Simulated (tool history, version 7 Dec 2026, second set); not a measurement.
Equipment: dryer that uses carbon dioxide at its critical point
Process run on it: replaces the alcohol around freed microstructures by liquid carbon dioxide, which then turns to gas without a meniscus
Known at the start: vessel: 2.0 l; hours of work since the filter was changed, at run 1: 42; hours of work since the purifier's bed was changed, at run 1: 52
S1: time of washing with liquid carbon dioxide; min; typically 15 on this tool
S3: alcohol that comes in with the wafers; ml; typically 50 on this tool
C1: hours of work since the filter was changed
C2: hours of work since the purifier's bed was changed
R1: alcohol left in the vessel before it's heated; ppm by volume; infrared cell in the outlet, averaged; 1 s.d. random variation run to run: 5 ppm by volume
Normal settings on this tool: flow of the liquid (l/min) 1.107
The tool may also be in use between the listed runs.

run 1 hour=0.0 | S1=15 flow_of_the_liquid_(l/min)=1.107 S3=50 | C1=42 C2=52 | R1=23
run 2 hour=7.5 | S1=15 flow_of_the_liquid_(l/min)=1.107 S3=50 | C1=46 C2=56 | R1=23
run 3 hour=15.8 | S1=15 flow_of_the_liquid_(l/min)=1.107 S3=50 | C1=50 C2=60 | R1=27
run 4 hour=21.9 | S1=15 flow_of_the_liquid_(l/min)=1.600 S3=50 | C1=53 C2=63 | R1=21
run 5 hour=29.1 | S1=15 flow_of_the_liquid_(l/min)=1.600 S3=50 | C1=56 C2=66 | R1=12
run 6 hour=38.4 | S1=15 flow_of_the_liquid_(l/min)=1.107 S3=50 | C1=61 C2=71 | R1=24
run 7 hour=52.4 | S1=15 flow_of_the_liquid_(l/min)=1.107 S3=66 | C1=67 C2=77 | R1=36
run 8 hour=65.1 | S1=15 flow_of_the_liquid_(l/min)=1.107 S3=66 | C1=73 C2=83 | R1=28
run 9 hour=71.2 | S1=11 flow_of_the_liquid_(l/min)=1.500 S3=42 | C1=76 C2=86 | R1=19
run 10 hour=83.0 | S1=21 flow_of_the_liquid_(l/min)=1.720 S3=50 | C1=82 C2=92 | R1=15
run 11 hour=89.8 | S1=10 flow_of_the_liquid_(l/min)=1.060 S3=82 | C1=85 C2=95 | R1=373
run 12 hour=96.7 | S1=15 flow_of_the_liquid_(l/min)=1.107 S3=35 | C1=88 C2=98 | R1=25
run 13 hour=105.2 | S1=11 flow_of_the_liquid_(l/min)=0.790 S3=95 | C1=93 C2=102 | R1=1047
run 14 hour=112.4 | S1=15 flow_of_the_liquid_(l/min)=1.480 S3=50 | C1=96 C2=106 | R1=25
run 15 hour=118.2 | S1=15 flow_of_the_liquid_(l/min)=1.220 S3=52 | C1=99 C2=109 | R1=36

Hidden state or all else? Some run-to-run changes of R1, split into what the settings, what came in and random variation would give without the hidden state, and what is left for the hidden state (with any gauge scatter that isn't in both results):
The tool's hidden condition here consists of: flow that reaches the vessel past the clogged filter, %; alcohol in the recycled carbon dioxide, ppm; drift of the gauge itself on alcohol_ppm, %.
Run 12 -> 13: S1 15 -> 11, flow of the liquid (l/min) 1.107 -> 0.790, S3 35 -> 95. R1 +1022 ppm by volume: hidden state +206, all else +816.
Run 13 -> 14: S1 11 -> 15, flow of the liquid (l/min) 0.790 -> 1.480, S3 95 -> 50. R1 -1022 ppm by volume: hidden state -208, all else -814.

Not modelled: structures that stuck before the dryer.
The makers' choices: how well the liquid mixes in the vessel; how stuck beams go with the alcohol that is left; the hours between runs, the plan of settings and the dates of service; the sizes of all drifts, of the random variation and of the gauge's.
